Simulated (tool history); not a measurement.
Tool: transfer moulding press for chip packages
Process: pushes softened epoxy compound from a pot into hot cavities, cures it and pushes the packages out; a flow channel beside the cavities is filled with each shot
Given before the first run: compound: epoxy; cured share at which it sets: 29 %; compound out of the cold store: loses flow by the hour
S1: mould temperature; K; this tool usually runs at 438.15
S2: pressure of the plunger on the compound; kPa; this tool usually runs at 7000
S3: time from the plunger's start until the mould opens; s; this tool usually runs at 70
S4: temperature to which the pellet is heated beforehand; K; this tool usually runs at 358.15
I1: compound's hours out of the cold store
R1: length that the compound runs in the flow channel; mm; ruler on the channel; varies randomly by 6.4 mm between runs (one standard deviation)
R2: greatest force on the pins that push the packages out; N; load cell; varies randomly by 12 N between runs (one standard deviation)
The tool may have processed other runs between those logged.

run	hour	S1	S2	S3	S4	I1	R1	R2
1	0.0	438.15	7000	70	358.15	44.1	669	755
2	36.7	438.15	7000	70	358.15	29.1	725	859
# hour 49.9: cavities cleaned with cleaning compound and waxed
3	113.4	438.15	7000	70	358.15	19.5	746	893
# hour 120.6: cavities cleaned with cleaning compound and waxed
4	182.6	438.15	7000	70	358.15	9.3	773	942
# hour 189.8: cavities cleaned with cleaning compound and waxed
5	230.9	438.15	7000	70	358.15	16.2	756	847
# hour 261.3: cavities cleaned with cleaning compound and waxed
# hour 273.0: plunger's sealing rings changed
6	279.3	438.15	7000	69	358.15	11.9	822	809
7	317.9	438.15	7000	69	358.15	10.7	814	935
# hour 332.2: cavities cleaned with cleaning compound and waxed
8	353.3	434.15	7000	70	358.15	23.0	777	1025
# hour 402.1: cavities cleaned with cleaning compound and waxed
9	426.8	434.15	7000	70	358.15	22.2	772	1098
# hour 472.0: cavities cleaned with cleaning compound and waxed
10	501.5	434.15	7000	70	358.15	31.6	718	1118
# hour 546.9: cavities cleaned with cleaning compound and waxed
11	574.5	438.15	7380	101	358.15	39.3	701	493
# hour 594.3: mould's thermocouples calibrated
# hour 618.1: cavities cleaned with cleaning compound and waxed
12	633.7	438.15	7380	101	358.15	15.8	790	478
# hour 689.9: cavities cleaned with cleaning compound and waxed
13	689.9	446.15	8740	101	358.15	24.9	784	387
14	729.2	438.15	7000	70	353.15	34.6	679	803
# hour 761.6: cavities cleaned with cleaning compound and waxed
# hour 791.9: plunger's sealing rings changed
15	799.4	438.15	7000	70	353.15	14.3	801	847
# hour 835.7: cavities cleaned with cleaning compound and waxed
16	837.0	438.15	7000	58	351.15	20.4	773	1060
17	879.4	438.15	7000	58	351.15	10.1	818	1449
# hour 907.4: cavities cleaned with cleaning compound and waxed
18	947.1	441.15	8170	70	360.15	34.2	753	670
# hour 980.9: cavities cleaned with cleaning compound and waxed
19	1003.5	441.15	8170	70	360.15	11.8	840	663

What if the next run were any one of these 5? Each begins from the tool's condition after run 19:
# hour 1051.8: cavities cleaned with cleaning compound and waxed
A	1085.8	444.15	7970	70	358.15	38.4	?	?
# hour 1051.8: cavities cleaned with cleaning compound and waxed
B	1085.8	441.15	8170	65	359.15	37.1	?	?
# hour 1051.8: cavities cleaned with cleaning compound and waxed
C	1085.8	443.15	6190	70	360.15	10.8	?	?
# hour 1051.8: cavities cleaned with cleaning compound and waxed
D	1085.8	435.15	8170	70	358.15	36.3	?	?
# hour 1051.8: cavities cleaned with cleaning compound and waxed
E	1085.8	441.15	8170	67	360.15	14.1	?	?

run	R1	R2
A	713	552
B	734	714
C	722	611
D	764	981
E	821	746
Stripped of hidden state, with their random variation kept, the same runs would have yielded:
run	R1	R2
A	741	413
B	762	542
C	750	460
D	794	748
E	854	566
